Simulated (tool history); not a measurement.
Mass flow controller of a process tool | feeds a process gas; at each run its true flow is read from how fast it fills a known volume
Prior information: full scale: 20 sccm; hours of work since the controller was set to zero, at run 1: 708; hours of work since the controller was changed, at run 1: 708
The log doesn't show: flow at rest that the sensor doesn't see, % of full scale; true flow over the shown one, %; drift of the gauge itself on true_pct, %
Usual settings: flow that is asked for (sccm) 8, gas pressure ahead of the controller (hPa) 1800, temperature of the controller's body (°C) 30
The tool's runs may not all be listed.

run,hour,flow that is asked for (sccm),gas pressure ahead of the controller (hPa),temperature of the controller's body (°C),hours of work since the controller was set to zero,hours of work since the controller was changed,true flow (%)
1,0,8,1800,30,708,708,97.72
2,70.3,8,1800,30,737,737,97.76
3,132.4,8,1800,30,763,763,97.68
4,178.4,8,1800,30,782,782,97.5
5,224.3,8,1800,30,800,800,97.78
6,270.8,8,1800,30,820,820,97.61
7,320.2,8,1800,30,840,840,97.6
8,378.6,8,1800,30,864,864,97.53
9,423.7,8,1800,30,882,882,97.53
10,499.1,8,1800,30,914,914,97.4
11,558.1,8,1800,30,938,938,97.58
12,648.3,8,1700,30,975,975,97.42
13,687.4,8,1700,30,991,991,97.46
14,733.9,8,1800,30,1010,1010,97.47
15,815.5,8,1800,30,1044,1044,97.49
16,887,8,1800,30,1073,1073,97.27
17,959.7,8,1800,30,1103,1103,97.36
18,1006.4,8,1800,30,1122,1122,97.53
19,1098.3,8,1800,25,1160,1160,96.79
20,1138.6,8,1800,25,1177,1177,96.76
21,1182.7,8,1800,30,1195,1195,97.29
22,1241.6,8,1800,30,1219,1219,97.36
23,1307.6,8,1800,30,1246,1246,97.29
24,1383.7,8,1800,30,1278,1278,97.35
25,1433.6,8,2020,37,1298,1298,97.91
26,1510.4,8,1800,24,1330,1330,96.4
27,1600.3,4,1800,24,1367,1367,94.96
28,1649.5,4,1800,24,1387,1387,95.05
29,1689.6,5,1460,23,1404,1404,95.73
30,1732.6,5,1460,23,1421,1421,95.54
31,1810.8,7,2010,23,1454,1454,95.87
32,1852.1,7,2010,23,1471,1471,95.86
33,1902.8,8,1630,30,1491,1491,97.15
34,1993.9,8,1700,25,1529,1529,96.46
35,2054.5,8,1700,20,1554,1554,95.91
36,2128.6,9,1700,20,1584,1584,96.23
37,2222.3,8,1800,27,1623,1623,96.58
38,2301.8,9,1800,37,1656,1656,98
39,2353.3,9,2370,37,1677,1677,97.79
40,2426.7,8,2590,30,1707,1707,96.49
41,2473.3,12,2000,23,1726,1726,96.97
42,2525.5,12,1570,30,1748,1748,98.09
43,2618.1,2,2010,40,1786,1786,93.84
44,2686.9,2,2010,33,1814,1814,92.9
45,2761.7,2,2010,33,1845,1845,92.79
46,2821.4,2,2010,33,1870,1870,92.76
47,2886.9,8,1940,27,1896,1896,96.3
48,2975.6,8,1980,24,1933,1933,95.9

5 ways to go on from here, each from the tool as it stands after run 48. What would each give?
A,3028.8,8,1510,24,1955,1955,?
B,3028.8,8,1800,23,1955,1955,?
C,3028.8,4,2070,24,1955,1955,?
D,3028.8,11,2120,36,1955,1955,?
E,3028.8,11,2430,30,1955,1955,?

run,true flow (%)
A,96.12
B,95.83
C,94.01
D,98.05
E,97.07
Without the tool's unlogged condition, the same runs would have read:
run,true flow (%)
A,98.06
B,97.78
C,97.06
D,99.69
E,98.71
